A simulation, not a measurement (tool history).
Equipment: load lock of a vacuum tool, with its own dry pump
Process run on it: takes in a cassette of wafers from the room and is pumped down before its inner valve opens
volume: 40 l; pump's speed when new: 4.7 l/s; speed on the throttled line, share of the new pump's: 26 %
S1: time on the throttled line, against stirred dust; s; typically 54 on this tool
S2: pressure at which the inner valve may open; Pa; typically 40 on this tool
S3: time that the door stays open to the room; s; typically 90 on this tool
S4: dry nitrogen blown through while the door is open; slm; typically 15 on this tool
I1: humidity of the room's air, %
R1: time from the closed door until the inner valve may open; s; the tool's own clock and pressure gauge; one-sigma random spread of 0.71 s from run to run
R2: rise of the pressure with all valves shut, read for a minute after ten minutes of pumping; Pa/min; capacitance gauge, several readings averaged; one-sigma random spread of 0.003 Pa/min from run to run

{"run": 1, "hour": 0.0, "S1": 54, "S2": 40, "S3": 90, "S4": 15, "I1": 45.6, "R1": 112.7, "R2": 0.042}
{"run": 2, "hour": 107.6, "S1": 52, "S2": 40, "S3": 90, "S4": 15, "I1": 46.3, "R1": 111.8, "R2": 0.044}
{"run": 3, "hour": 197.8, "S1": 54, "S2": 40, "S3": 90, "S4": 15, "I1": 45.5, "R1": 113.3, "R2": 0.038}
{"run": 4, "hour": 380.2, "S1": 54, "S2": 40, "S3": 90, "S4": 15, "I1": 45.1, "R1": 113.4, "R2": 0.035}
{"run": 5, "hour": 465.7, "S1": 54, "S2": 35, "S3": 90, "S4": 15, "I1": 46.6, "R1": 113.9, "R2": 0.05}
{"run": 6, "hour": 654.0, "S1": 54, "S2": 35, "S3": 90, "S4": 15, "I1": 44.1, "R1": 114.0, "R2": 0.044}
{"run": 7, "hour": 819.6, "S1": 54, "S2": 35, "S3": 90, "S4": 15, "I1": 42.8, "R1": 113.3, "R2": 0.038}
{"run": 8, "hour": 1001.7, "S1": 75, "S2": 40, "S3": 90, "S4": 15, "I1": 41.6, "R1": 126.9, "R2": 0.045}
{"run": 9, "hour": 1146.1, "S1": 54, "S2": 56, "S3": 90, "S4": 15, "I1": 43.2, "R1": 110.3, "R2": 0.041}
{"run": 10, "hour": 1321.1, "S1": 54, "S2": 40, "S3": 90, "S4": 15, "I1": 42.3, "R1": 113.7, "R2": 0.042}
{"run": 11, "hour": 1493.2, "S1": 54, "S2": 40, "S3": 90, "S4": 15, "I1": 47.9, "R1": 114.7, "R2": 0.049}
{"run": 12, "hour": 1619.3, "S1": 54, "S2": 40, "S3": 90, "S4": 10, "I1": 44.8, "R1": 114.3, "R2": 0.056}
{"run": 13, "hour": 1794.9, "S1": 54, "S2": 40, "S3": 90, "S4": 10, "I1": 47.4, "R1": 114.8, "R2": 0.061}
{"run": 14, "hour": 1876.8, "S1": 54, "S2": 40, "S3": 90, "S4": 10, "I1": 44.4, "R1": 114.0, "R2": 0.057}
{"run": 15, "hour": 2046.5, "S1": 54, "S2": 40, "S3": 65, "S4": 15, "I1": 45.8, "R1": 115.4, "R2": 0.044}
{"run": 16, "hour": 2141.4, "S1": 29, "S2": 40, "S3": 90, "S4": 15, "I1": 45.8, "R1": 97.4, "R2": 0.048}
{"run": 17, "hour": 2328.8, "S1": 54, "S2": 40, "S3": 198, "S4": 15, "I1": 45.3, "R1": 116.1, "R2": 0.087}
{"run": 18, "hour": 2520.7, "S1": 54, "S2": 40, "S3": 119, "S4": 15, "I1": 42.7, "R1": 115.1, "R2": 0.055}
{"run": 19, "hour": 2657.1, "S1": 54, "S2": 40, "S3": 119, "S4": 15, "I1": 43.7, "R1": 116.4, "R2": 0.061}
{"run": 20, "hour": 2782.2, "S1": 27, "S2": 70, "S3": 76, "S4": 18, "I1": 45.0, "R1": 90.4, "R2": 0.043}
{"run": 21, "hour": 2924.9, "S1": 85, "S2": 70, "S3": 164, "S4": 18, "I1": 47.6, "R1": 133.0, "R2": 0.07}
{"run": 22, "hour": 3008.2, "S1": 94, "S2": 32, "S3": 164, "S4": 5, "I1": 45.4, "R1": 145.6, "R2": 0.119}
{"run": 23, "hour": 3143.1, "S1": 107, "S2": 40, "S3": 90, "S4": 6, "I1": 40.8, "R1": 153.6, "R2": 0.074}
{"run": 24, "hour": 3326.1, "S1": 38, "S2": 36, "S3": 55, "S4": 6, "I1": 45.1, "R1": 105.3, "R2": 0.065}
{"run": 25, "hour": 3432.6, "S1": 65, "S2": 36, "S3": 87, "S4": 6, "I1": 46.4, "R1": 124.6, "R2": 0.083}
{"run": 26, "hour": 3627.1, "S1": 54, "S2": 38, "S3": 90, "S4": 15, "I1": 41.2, "R1": 115.9, "R2": 0.057}
{"run": 27, "hour": 3724.6, "S1": 40, "S2": 40, "S3": 50, "S4": 15, "I1": 45.5, "R1": 107.3, "R2": 0.052}
{"run": 28, "hour": 3859.2, "S1": 46, "S2": 40, "S3": 90, "S4": 15, "I1": 45.5, "R1": 111.1, "R2": 0.064}
{"run": 29, "hour": 4050.0, "S1": 89, "S2": 40, "S3": 40, "S4": 15, "I1": 44.6, "R1": 140.5, "R2": 0.05}
{"run": 30, "hour": 4198.0, "S1": 89, "S2": 40, "S3": 40, "S4": 15, "I1": 45.5, "R1": 143.7, "R2": 0.056}
{"run": 31, "hour": 4297.2, "S1": 89, "S2": 40, "S3": 40, "S4": 15, "I1": 46.2, "R1": 140.5, "R2": 0.052}
{"run": 32, "hour": 4448.2, "S1": 54, "S2": 30, "S3": 90, "S4": 10, "I1": 45.0, "R1": 118.4, "R2": 0.073}
{"run": 33, "hour": 4538.5, "S1": 33, "S2": 47, "S3": 43, "S4": 15, "I1": 44.5, "R1": 101.2, "R2": 0.054}
{"hour": 4703.0, "done": "dry pump taken out, an overhauled one fitted"}
{"run": 34, "hour": 4740.4, "S1": 38, "S2": 35, "S3": 36, "S4": 26, "I1": 43.9, "R1": 95.2, "R2": 0.044}
{"run": 35, "hour": 4855.2, "S1": 38, "S2": 35, "S3": 167, "S4": 26, "I1": 43.0, "R1": 95.4, "R2": 0.066}
{"run": 36, "hour": 4978.0, "S1": 87, "S2": 40, "S3": 156, "S4": 15, "I1": 44.1, "R1": 131.6, "R2": 0.086}

Each row is a separate what-if for the run after 36, all from the same tool condition, not one after another. Results?
{"run": "A", "hour": 5149.8, "S1": 42, "S2": 40, "S3": 156, "S4": 40, "I1": 49.5, "R1": "?", "R2": "?"}
{"run": "B", "hour": 5149.8, "S1": 39, "S2": 40, "S3": 226, "S4": 15, "I1": 46.7, "R1": "?", "R2": "?"}
{"run": "C", "hour": 5149.8, "S1": 54, "S2": 40, "S3": 76, "S4": 15, "I1": 44.0, "R1": "?", "R2": "?"}
{"run": "D", "hour": 5149.8, "S1": 54, "S2": 40, "S3": 133, "S4": 15, "I1": 44.4, "R1": "?", "R2": "?"}

run=A R1=98.2 R2=0.062
run=B R1=96.1 R2=0.101
run=C R1=106.4 R2=0.065
run=D R1=107.6 R2=0.085
Take away the tool's hidden state, keep each run's random variation, and the runs would have read:
run=A R1=98.4 R2=0.027
run=B R1=96.2 R2=0.067
run=C R1=106.5 R2=0.031
run=D R1=107.7 R2=0.051
